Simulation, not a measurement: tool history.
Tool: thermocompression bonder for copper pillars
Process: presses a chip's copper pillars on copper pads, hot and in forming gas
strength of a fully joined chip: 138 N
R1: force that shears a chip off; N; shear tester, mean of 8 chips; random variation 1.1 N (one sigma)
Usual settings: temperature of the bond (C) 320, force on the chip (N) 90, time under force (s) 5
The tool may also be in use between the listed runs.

{"run": 1, "hour": 0.0, "temperature of the bond (C)": 320, "force on the chip (N)": 90, "time under force (s)": 5, "R1": 91.7}
{"hour": 27.6, "done": "forming gas filter changed"}
{"run": 2, "hour": 92.1, "temperature of the bond (C)": 296, "force on the chip (N)": 90, "time under force (s)": 5, "R1": 80.1}
{"run": 3, "hour": 142.9, "temperature of the bond (C)": 346, "force on the chip (N)": 90, "time under force (s)": 5, "R1": 112.5}
{"run": 4, "hour": 238.3, "temperature of the bond (C)": 346, "force on the chip (N)": 90, "time under force (s)": 5, "R1": 110.2}
{"hour": 282.9, "done": "forming gas filter changed"}
{"run": 5, "hour": 316.0, "temperature of the bond (C)": 346, "force on the chip (N)": 90, "time under force (s)": 5, "R1": 118.4}
{"run": 6, "hour": 359.3, "temperature of the bond (C)": 346, "force on the chip (N)": 90, "time under force (s)": 5, "R1": 116.2}
{"run": 7, "hour": 454.6, "temperature of the bond (C)": 346, "force on the chip (N)": 90, "time under force (s)": 5, "R1": 111.2}
{"hour": 533.9, "done": "forming gas filter changed"}
{"run": 8, "hour": 533.9, "temperature of the bond (C)": 328, "force on the chip (N)": 90, "time under force (s)": 9, "R1": 121.8}

The next listed run, before its measurement:
{"run": 9, "hour": 579.7, "temperature of the bond (C)": 294, "force on the chip (N)": 56, "time under force (s)": 9, "R1": "?"}

R1: 58.8 N
Without the tool's hidden state the same run would have given R1 54.7 N.
